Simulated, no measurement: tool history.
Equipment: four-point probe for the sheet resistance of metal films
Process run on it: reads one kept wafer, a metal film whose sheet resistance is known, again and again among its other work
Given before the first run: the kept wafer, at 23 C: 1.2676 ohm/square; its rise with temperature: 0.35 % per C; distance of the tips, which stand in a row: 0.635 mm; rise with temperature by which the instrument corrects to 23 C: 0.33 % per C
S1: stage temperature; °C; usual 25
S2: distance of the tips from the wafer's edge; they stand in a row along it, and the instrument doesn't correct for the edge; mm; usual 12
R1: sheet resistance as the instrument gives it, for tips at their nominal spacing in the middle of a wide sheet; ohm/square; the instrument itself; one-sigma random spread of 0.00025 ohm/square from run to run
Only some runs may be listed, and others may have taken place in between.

run 1 hour=0.0 | S1=25 S2=12 | R1=1.263587
run 2 hour=42.6 | S1=25 S2=12 | R1=1.262767
run 3 hour=68.7 | S1=25 S2=7 | R1=1.266654
run 4 hour=103.6 | S1=26 S2=12 | R1=1.263855
run 5 hour=133.4 | S1=25 S2=12 | R1=1.263621
run 6 hour=177.9 | S1=25 S2=12 | R1=1.263703
run 7 hour=220.7 | S1=25 S2=12 | R1=1.262969
run 8 hour=259.5 | S1=25 S2=18 | R1=1.262086
run 9 hour=301.9 | S1=20 S2=12 | R1=1.261600
run 10 hour=340.1 | S1=25 S2=37 | R1=1.261012
run 11 hour=374.0 | S1=25 S2=37 | R1=1.261441
run 12 hour=401.9 | S1=22 S2=12 | R1=1.261870
run 13 hour=424.3 | S1=22 S2=12 | R1=1.262381
run 14 hour=467.9 | S1=19 S2=12 | R1=1.261437
run 15 hour=505.8 | S1=19 S2=12 | R1=1.260918
run 16 hour=524.5 | S1=27 S2=12 | R1=1.263867
run 17 hour=546.1 | S1=27 S2=12 | R1=1.263141
run 18 hour=574.1 | S1=27 S2=12 | R1=1.263832
run 19 hour=612.2 | S1=27 S2=12 | R1=1.263408
run 20 hour=648.3 | S1=27 S2=12 | R1=1.263283
run 21 hour=667.8 | S1=22 S2=12 | R1=1.262081
run 22 hour=693.0 | S1=22 S2=12 | R1=1.261788
run 23 hour=716.7 | S1=22 S2=12 | R1=1.261688
run 24 hour=756.1 | S1=32 S2=17 | R1=1.264003
run 25 hour=786.2 | S1=23 S2=45 | R1=1.260064
run 26 hour=827.7 | S1=23 S2=45 | R1=1.260233
run 27 hour=858.0 | S1=20 S2=8 | R1=1.263308
run 28 hour=900.5 | S1=27 S2=48 | R1=1.261545
run 29 hour=933.7 | S1=27 S2=32 | R1=1.262338
run 30 hour=975.9 | S1=20 S2=19 | R1=1.259781
run 31 hour=1001.8 | S1=35 S2=8 | R1=1.268317
run 32 hour=1025.3 | S1=21 S2=37 | R1=1.259864
run 33 hour=1064.4 | S1=20 S2=5 | R1=1.270498
run 34 hour=1091.0 | S1=23 S2=12 | R1=1.262025
run 35 hour=1113.4 | S1=32 S2=17 | R1=1.263770
run 36 hour=1156.2 | S1=25 S2=36 | R1=1.261527
run 37 hour=1197.8 | S1=27 S2=74 | R1=1.261458
run 38 hour=1240.8 | S1=26 S2=3 | R1=1.290463
run 39 hour=1283.9 | S1=25 S2=4 | R1=1.277951
run 40 hour=1310.5 | S1=25 S2=4 | R1=1.277244
run 41 hour=1343.1 | S1=26 S2=54 | R1=1.260881
run 42 hour=1387.5 | S1=22 S2=55 | R1=1.259361
run 43 hour=1414.9 | S1=25 S2=3 | R1=1.290414
run 44 hour=1446.5 | S1=20 S2=3 | R1=1.288541
run 45 hour=1487.9 | S1=26 S2=38 | R1=1.260627
run 46 hour=1520.2 | S1=26 S2=12 | R1=1.262261

Pick out some run-to-run changes in R1. Of each, how much would a tool without hidden state show as well, from the settings, what came in and chance, and how much is left for the hidden state and any gauge scatter not in both results compared?
Hidden state at play: inner tips' distance over the nominal, %; tips' flats over new ones', %; wafer's true temperature over the reading, C; drift of the gauge itself on sheet_ohm, %.
Run 37 -> 38: S1 27 -> 26, S2 74 -> 3. R1 +0.029005 ohm/square: hidden state -0.000198, all else +0.029203.
Run 42 -> 43: S1 22 -> 25, S2 55 -> 3. R1 +0.031053 ohm/square: hidden state -0.000187, all else +0.031240.
Run 44 -> 45: S1 20 -> 26, S2 3 -> 38. R1 -0.027914 ohm/square: hidden state +0.000148, all else -0.028062.
